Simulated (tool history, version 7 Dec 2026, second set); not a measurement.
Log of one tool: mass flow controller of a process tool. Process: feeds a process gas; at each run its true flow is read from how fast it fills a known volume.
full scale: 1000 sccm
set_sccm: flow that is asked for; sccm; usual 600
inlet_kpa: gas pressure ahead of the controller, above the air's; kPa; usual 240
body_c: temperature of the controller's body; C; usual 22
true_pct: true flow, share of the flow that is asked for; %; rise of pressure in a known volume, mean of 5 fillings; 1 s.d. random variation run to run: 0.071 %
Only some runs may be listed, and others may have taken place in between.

run,hour,set_sccm,inlet_kpa,body_c,true_pct
1,0,600,240,22,99.35
2,193.1,600,240,22,99.6
3,359.5,600,240,22,99.66
4,508.5,600,240,22,99.74
5,662.8,226,240,22,99.42
6,790.8,600,240,22,100
7,873.2,600,240,22,100.09
8,1053.2,600,240,22,100.02
9,1134.7,600,240,22,100.21
10,1302.1,600,240,22,100.28
11,1454,600,240,26,100.28
12,1571.8,600,209,22,100.6
13,1738.3,600,209,22,100.81
14,1857.3,600,209,22,100.89
15,1945.8,600,209,22,101.04
16,2121.2,600,209,22,101.17
17,2216.4,600,209,22,101.19
18,2377.9,600,240,22,101.15
19,2547.5,600,240,22,101.25
20,2643.3,553,240,25,101.13
21,2810.5,743,148,30,101.66
22,2955.7,743,148,30,101.78
# hour 3015: gauge calibrated
23,3119.7,743,148,30,99.76
24,3287.3,194,272,22,98.91
25,3461.8,194,239,39,98.36
26,3652.8,300,240,24,99.36
27,3785.1,847,141,20,100.73
28,3927.5,847,141,20,100.96
29,4027.8,847,141,20,101.11
30,4196.6,650,256,21,100.32
31,4340,452,157,22,100.56
32,4476.2,234,249,31,99.46
33,4578.8,234,249,22,99.96
34,4723.5,504,249,22,100.46
35,4806.2,321,188,25,100.44
36,4947,321,188,25,100.63
37,5053.9,600,197,23,100.98

Below, some changes in true_pct between adjacent runs. For each, the amount present without the hidden state too (settings, incoming material, random variation) and the amount remaining for the hidden state with gauge scatter not shared by both compared results:
The hidden state here: flow at rest that the sensor doesn't see, % of full scale; true flow over the shown one, %; drift of the gauge itself on true_pct, %.
Run 1 -> 2: settings left as they were, no log entry in between. true_pct +0.25 %: hidden state +0.13, all else +0.12.
Run 22 -> 23: gauge calibrated. true_pct -2.02 %: hidden state -2, all else -0.02.
Run 25 -> 26: set_sccm 194 -> 300, inlet_kpa 239 -> 240, body_c 39 -> 24. true_pct +1 %: hidden state +0.14, all else +0.86.
Run 26 -> 27: set_sccm 300 -> 847, inlet_kpa 240 -> 141, body_c 24 -> 20. true_pct +1.37 %: hidden state +0.1, all else +1.27.
Run 31 -> 32: set_sccm 452 -> 234, inlet_kpa 157 -> 249, body_c 22 -> 31. true_pct -1.1 %: hidden state +0.07, all else -1.17.
